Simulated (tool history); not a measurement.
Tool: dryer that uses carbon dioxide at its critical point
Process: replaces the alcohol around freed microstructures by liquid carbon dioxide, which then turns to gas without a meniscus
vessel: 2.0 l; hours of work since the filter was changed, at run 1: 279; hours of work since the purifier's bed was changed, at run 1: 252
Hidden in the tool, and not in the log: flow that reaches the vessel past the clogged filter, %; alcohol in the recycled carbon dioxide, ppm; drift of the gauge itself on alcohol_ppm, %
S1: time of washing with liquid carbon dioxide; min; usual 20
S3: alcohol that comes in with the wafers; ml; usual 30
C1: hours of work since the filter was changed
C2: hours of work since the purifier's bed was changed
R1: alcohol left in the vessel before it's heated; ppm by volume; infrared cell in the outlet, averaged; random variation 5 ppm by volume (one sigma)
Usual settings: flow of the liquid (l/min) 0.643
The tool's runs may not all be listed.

Run 1, hour 0: usual settings; C1 279; C2 252. Result: R1 109 ppm by volume.
Run 2, hour 10: usual settings; C1 285; C2 258. Result: R1 111 ppm by volume.
Run 3, hour 20: usual settings but flow of the liquid (l/min) 0.736; C1 290; C2 263. Result: R1 64 ppm by volume.
Run 4, hour 29.6: usual settings but flow of the liquid (l/min) 0.736; C1 295; C2 269. Result: R1 61 ppm by volume.
Run 5, hour 37.4: usual settings; C1 300; C2 273. Result: R1 111 ppm by volume.
Run 6, hour 43.1: usual settings; C1 303; C2 276. Result: R1 113 ppm by volume.
Run 7, hour 49.7: usual settings but S3 23 ml; C1 306; C2 280. Result: R1 94 ppm by volume.
At hour 57.4: inlet filter changed.
Run 8, hour 61.5: usual settings but flow of the liquid (l/min) 0.584, S3 23 ml; C1 2; C2 285. Result: R1 71 ppm by volume.
Run 9, hour 69.1: usual settings; C1 6; C2 290. Result: R1 68 ppm by volume.
Run 10, hour 76.6: usual settings; C1 10; C2 294. Result: R1 59 ppm by volume.
Run 11, hour 88.4: usual settings; C1 17; C2 300. Result: R1 62 ppm by volume.
Run 12, hour 96.7: usual settings; C1 21; C2 305. Result: R1 66 ppm by volume.
Run 13, hour 106.8: usual settings; C1 27; C2 310. Result: R1 60 ppm by volume.
Run 14, hour 115.2: usual settings; C1 31; C2 315. Result: R1 64 ppm by volume.
Run 15, hour 124.1: usual settings but S3 100 ml; C1 36; C2 319. Result: R1 170 ppm by volume.
Run 16, hour 129.1: usual settings but S1 27 min; C1 39; C2 322. Result: R1 28 ppm by volume.
Run 17, hour 135.3: usual settings but S1 27 min; C1 42; C2 326. Result: R1 19 ppm by volume.
Run 18, hour 146.2: usual settings but flow of the liquid (l/min) 0.703, S3 84 ml; C1 48; C2 332. Result: R1 88 ppm by volume.
Run 19, hour 153.3: usual settings but S1 16 min, flow of the liquid (l/min) 0.391, S3 109 ml; C1 52; C2 335. Result: R1 3204 ppm by volume.
Run 20, hour 161.6: usual settings but S1 14 min, flow of the liquid (l/min) 0.575, S3 29 ml; C1 57; C2 340. Result: R1 421 ppm by volume.
Run 21, hour 169: usual settings but flow of the liquid (l/min) 0.949, S3 33 ml; C1 61; C2 344. Result: R1 29 ppm by volume.
Run 22, hour 178.5: usual settings but flow of the liquid (l/min) 0.949, S3 33 ml; C1 66; C2 349. Result: R1 22 ppm by volume.
Run 23, hour 185.4: usual settings but S1 21 min, flow of the liquid (l/min) 0.859; C1 70; C2 353. Result: R1 16 ppm by volume.
Run 24, hour 196.5: usual settings but S1 21 min, flow of the liquid (l/min) 0.859; C1 76; C2 359. Result: R1 22 ppm by volume.
Run 25, hour 205.4: usual settings but S1 23 min, flow of the liquid (l/min) 0.704; C1 81; C2 364. Result: R1 37 ppm by volume.
Run 26, hour 211.4: usual settings but S1 23 min, flow of the liquid (l/min) 0.391, S3 43 ml; C1 84; C2 367. Result: R1 434 ppm by volume.
Run 27, hour 223.4: usual settings but S1 23 min, flow of the liquid (l/min) 0.391, S3 43 ml; C1 90; C2 374. Result: R1 431 ppm by volume.
Run 28, hour 228.6: usual settings but S1 23 min, flow of the liquid (l/min) 0.391, S3 43 ml; C1 93; C2 376. Result: R1 426 ppm by volume.
Run 29, hour 237.6: usual settings but flow of the liquid (l/min) 1.055, S3 109 ml; C1 98; C2 381. Result: R1 21 ppm by volume.
Run 30, hour 245: usual settings but flow of the liquid (l/min) 1.055, S3 109 ml; C1 102; C2 385. Result: R1 28 ppm by volume.
Run 31, hour 254.5: usual settings but flow of the liquid (l/min) 1.055, S3 28 ml; C1 107; C2 390. Result: R1 24 ppm by volume.
Run 32, hour 261.5: usual settings but flow of the liquid (l/min) 1.055, S3 76 ml; C1 111; C2 394. Result: R1 20 ppm by volume.
Run 33, hour 273.5: usual settings but flow of the liquid (l/min) 0.888, S3 23 ml; C1 118; C2 401. Result: R1 18 ppm by volume.
Run 34, hour 281.1: usual settings but flow of the liquid (l/min) 0.475, S3 27 ml; C1 122; C2 405. Result: R1 244 ppm by volume.

The same runs without the tool's hidden state, with the same run-to-run variation:
run    R1
  1    49
  2    47
  3    24
  4    22
  5    43
  6    46
  7    39
  8    56
  9    53
 10    43
 11    45
 12    48
 13    42
 14    45
 15   137
 16    13
 17     4
 18    59
 19  2914
 20   359
 21    13
 22     6
 23     0
 24     4
 25    18
 26   345
 27   338
 28   330
 29     3
 30     9
 31     6
 32     1
 33     0
 34   171
